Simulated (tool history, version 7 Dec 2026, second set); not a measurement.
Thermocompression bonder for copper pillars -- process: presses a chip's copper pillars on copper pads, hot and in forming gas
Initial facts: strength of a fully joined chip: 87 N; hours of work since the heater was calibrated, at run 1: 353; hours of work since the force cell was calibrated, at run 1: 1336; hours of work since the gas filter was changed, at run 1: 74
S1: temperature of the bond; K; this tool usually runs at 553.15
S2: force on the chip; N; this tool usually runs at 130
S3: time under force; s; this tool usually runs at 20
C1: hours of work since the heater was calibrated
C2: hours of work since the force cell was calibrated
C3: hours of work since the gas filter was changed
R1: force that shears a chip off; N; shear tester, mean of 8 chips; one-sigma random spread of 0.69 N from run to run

run    hour      S1   S2  S3    C1    C2  C3    R1
  1     0.0  553.15  130  20   353  1336  74  40.0
       42.7  -- forming gas filter changed
  2    58.7  553.15  130  16   394  1377  11  40.5
  3   114.5  553.15  130  20   433  1416  50  41.2
  4   154.2  553.15  130  20   460  1443  78  39.2
      189.1  -- forming gas filter changed
  5   219.7  553.15  130  20   506  1489  21  41.4
  6   253.5  553.15   84  20   529  1512  45  29.5
  7   306.3  553.15  130  20   566  1549  82  40.6
      335.3  -- forming gas filter changed
  8   351.8  553.15  130  20   597  1580  12  42.4
  9   401.4  553.15  130  20   632  1615  46  39.6
 10   460.4  553.15  130  20   673  1656  87  38.4
      482.6  -- forming gas filter changed
 11   515.8  553.15  130  20   711  1694  23  40.8
 12   575.7  553.15  130  20   753  1736  65  39.8
 13   625.2  553.15  130  20   788  1771  99  36.9
      631.2  -- forming gas filter changed
 14   664.3  553.15  130  20   815  1798  23  40.7
 15   710.4  553.15  130  20   847  1830  55  39.5
 16   745.4  553.15  130  20   871  1854  80  39.8
      757.8  -- force cell calibrated
      785.2  -- forming gas filter changed
 17   801.2  553.15  130  20   909    30  11  42.5
 18   852.2  553.15  130  20   944    65  47  40.5
 19   913.0  553.15  130  20   987   108  89  39.0
      932.8  -- forming gas filter changed
 20   978.3  553.15  130  20  1032   153  32  41.6
 21  1013.8  553.15  130  20  1057   178  56  39.2
 22  1072.2  553.15  130  20  1097   219  97  37.8
     1080.1  -- forming gas filter changed
 23  1109.0  553.15  156  40  1123   244  20  57.9
 24  1140.5  553.15  156  40  1145   266  42  56.0
 25  1197.1  554.15  151  38  1184   305  82  52.7
     1226.6  -- forming gas filter changed
 26  1240.8  554.15  151  38  1214   335  10  56.6
 27  1292.9  555.15  169  20  1250   372  46  48.5
 28  1352.3  572.15  157  20  1292   413  88  54.1
     1374.2  -- forming gas filter changed
 29  1388.6  572.15  157  20  1317   438  10  57.4
 30  1440.5  529.15  142  33  1353   474  46  35.4
 31  1489.9  568.15  142  12  1388   509  81  40.0
     1525.5  -- forming gas filter changed
     1537.7  -- heater calibrated with a thermocouple chip
 32  1543.7  541.15  117  20     4   545  11  36.6
 33  1580.6  562.15   87  16    30   570  37  32.4
 34  1612.5  580.15  130  20    52   593  59  57.3
 35  1667.4  554.15  130  41    90   631  98  53.0
     1675.5  -- forming gas filter changed
 36  1701.9  554.15  130  41   114   655  18  57.0
 37  1745.6  554.15  130  41   145   685  49  54.6
 38  1812.7  555.15   84  12   191   732  96  24.4

Below, each run's measurement less what the same run would have read without the hidden state. Both values contain the same run-to-run variation, but the gauge's scatter may not be the same in both:
What the log doesn't record here: true temperature of the bond over the reading, C; force that reaches the chip, % of what is set; oxide that the forming gas leaves, % of the face; drift of the gauge itself on shear_n, %.
run     R1
  1   -6.5
  2   -3.9
  3   -6.0
  4   -7.0
  5   -5.0
  6   -4.8
  7   -7.8
  8   -5.1
  9   -6.7
 10   -8.8
 11   -6.1
 12   -8.2
 13   -9.5
 14   -6.6
 15   -7.9
 16   -9.2
 17   -5.1
 18   -6.7
 19   -8.5
 20   -6.7
 21   -7.8
 22   -9.5
 23   -6.8
 24   -8.2
 25  -10.5
 26   -6.8
 27   -8.7
 28  -11.1
 29   -6.8
 30   -8.7
 31  -10.0
 32   -1.0
 33   -1.8
 34   -4.2
 35   -6.3
 36   -2.3
 37   -4.3
 38   -3.5
